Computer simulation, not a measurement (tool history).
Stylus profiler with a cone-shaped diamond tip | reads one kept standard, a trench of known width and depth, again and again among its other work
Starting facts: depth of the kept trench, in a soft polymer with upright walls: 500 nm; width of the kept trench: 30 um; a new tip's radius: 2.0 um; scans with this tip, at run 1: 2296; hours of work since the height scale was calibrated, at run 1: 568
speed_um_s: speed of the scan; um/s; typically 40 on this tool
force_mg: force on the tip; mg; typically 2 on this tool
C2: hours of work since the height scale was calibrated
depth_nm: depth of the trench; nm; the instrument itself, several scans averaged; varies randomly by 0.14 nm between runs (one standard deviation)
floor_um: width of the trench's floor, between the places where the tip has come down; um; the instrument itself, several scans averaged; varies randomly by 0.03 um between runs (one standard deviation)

run 1 hour=0 | speed_um_s=40 force_mg=2 | scans_with_this_tip=2296 C2=568 | depth_nm=507.19 floor_um=27.05
run 2 hour=86.8 | speed_um_s=40 force_mg=2 | scans_with_this_tip=2479 C2=613 | depth_nm=507.35 floor_um=27.04
run 3 hour=132.4 | speed_um_s=40 force_mg=2 | scans_with_this_tip=2575 C2=637 | depth_nm=507.06 floor_um=26.96
run 4 hour=171.7 | speed_um_s=40 force_mg=2 | scans_with_this_tip=2657 C2=658 | depth_nm=507.29 floor_um=26.92
run 5 hour=235.4 | speed_um_s=40 force_mg=2 | scans_with_this_tip=2791 C2=691 | depth_nm=507.11 floor_um=26.98
run 6 hour=277.6 | speed_um_s=40 force_mg=2 | scans_with_this_tip=2880 C2=713 | depth_nm=507.32 floor_um=26.94
run 7 hour=331.4 | speed_um_s=14 force_mg=2 | scans_with_this_tip=2994 C2=741 | depth_nm=507.47 floor_um=26.97
run 8 hour=398 | speed_um_s=29 force_mg=2 | scans_with_this_tip=3134 C2=775 | depth_nm=507.5 floor_um=26.96
run 9 hour=447 | speed_um_s=40 force_mg=1.66 | scans_with_this_tip=3237 C2=801 | depth_nm=506.78 floor_um=26.87
run 10 hour=498.2 | speed_um_s=40 force_mg=5.57 | scans_with_this_tip=3345 C2=828 | depth_nm=513.42 floor_um=26.94
run 11 hour=537.4 | speed_um_s=40 force_mg=3.86 | scans_with_this_tip=3427 C2=848 | depth_nm=510.85 floor_um=26.91
run 12 hour=581.2 | speed_um_s=45 force_mg=2 | scans_with_this_tip=3520 C2=871 | depth_nm=507.57 floor_um=26.87
run 13 hour=649.9 | speed_um_s=40 force_mg=2 | scans_with_this_tip=3664 C2=907 | depth_nm=507.65 floor_um=26.88
run 14 hour=719.4 | speed_um_s=40 force_mg=2 | scans_with_this_tip=3810 C2=943 | depth_nm=507.72 floor_um=26.81
run 15 hour=777.9 | speed_um_s=16 force_mg=1.07 | scans_with_this_tip=3934 C2=973 | depth_nm=505.66 floor_um=26.91
run 16 hour=818.2 | speed_um_s=48 force_mg=2 | scans_with_this_tip=4018 C2=994 | depth_nm=507.88 floor_um=26.76
run 17 hour=901.6 | speed_um_s=48 force_mg=2 | scans_with_this_tip=4194 C2=1038 | depth_nm=507.94 floor_um=26.79
run 18 hour=938.4 | speed_um_s=34 force_mg=2.04 | scans_with_this_tip=4271 C2=1057 | depth_nm=508.12 floor_um=26.8
run 19 hour=985.1 | speed_um_s=61 force_mg=2.22 | scans_with_this_tip=4370 C2=1081 | depth_nm=508.45 floor_um=26.7
run 20 hour=1030.4 | speed_um_s=122 force_mg=2.98 | scans_with_this_tip=4465 C2=1105 | depth_nm=509.68 floor_um=26.62
run 21 hour=1070.1 | speed_um_s=112 force_mg=2 | scans_with_this_tip=4549 C2=1126 | depth_nm=507.92 floor_um=26.63
run 22 hour=1118.4 | speed_um_s=77 force_mg=1.07 | scans_with_this_tip=4650 C2=1151 | depth_nm=505.92 floor_um=26.6
run 23 hour=1193.9 | speed_um_s=54 force_mg=3.2 | scans_with_this_tip=4809 C2=1190 | depth_nm=510.24 floor_um=26.74
run 24 hour=1255.2 | speed_um_s=26 force_mg=1.57 | scans_with_this_tip=4938 C2=1222 | depth_nm=507.21 floor_um=26.7
run 25 hour=1336.1 | speed_um_s=103 force_mg=1.57 | scans_with_this_tip=5109 C2=1264 | depth_nm=507.29 floor_um=26.56
run 26 hour=1371.5 | speed_um_s=103 force_mg=1.57 | scans_with_this_tip=5183 C2=1283 | depth_nm=507.52 floor_um=26.53

Each row is a separate what-if for the run after 26, all from the same tool condition, not one after another. Results?
run A hour=1440.9 | speed_um_s=15 force_mg=1.98 | scans_with_this_tip=5329 C2=1319 | depth_nm=? floor_um=?
run B hour=1440.9 | speed_um_s=40 force_mg=4.7 | scans_with_this_tip=5329 C2=1319 | depth_nm=? floor_um=?
run C hour=1440.9 | speed_um_s=147 force_mg=1.25 | scans_with_this_tip=5329 C2=1319 | depth_nm=? floor_um=?
run D hour=1440.9 | speed_um_s=12 force_mg=0.88 | scans_with_this_tip=5329 C2=1319 | depth_nm=? floor_um=?

run=A depth_nm=508.6 floor_um=26.7
run=B depth_nm=512.94 floor_um=26.72
run=C depth_nm=507.06 floor_um=26.3
run=D depth_nm=506.07 floor_um=26.71
Take away the tool's hidden state, keep each run's random variation, and the runs would have read:
run=A depth_nm=506.04 floor_um=27.29
run=B depth_nm=510.35 floor_um=27.3
run=C depth_nm=504.5 floor_um=26.88
run=D depth_nm=503.52 floor_um=27.29

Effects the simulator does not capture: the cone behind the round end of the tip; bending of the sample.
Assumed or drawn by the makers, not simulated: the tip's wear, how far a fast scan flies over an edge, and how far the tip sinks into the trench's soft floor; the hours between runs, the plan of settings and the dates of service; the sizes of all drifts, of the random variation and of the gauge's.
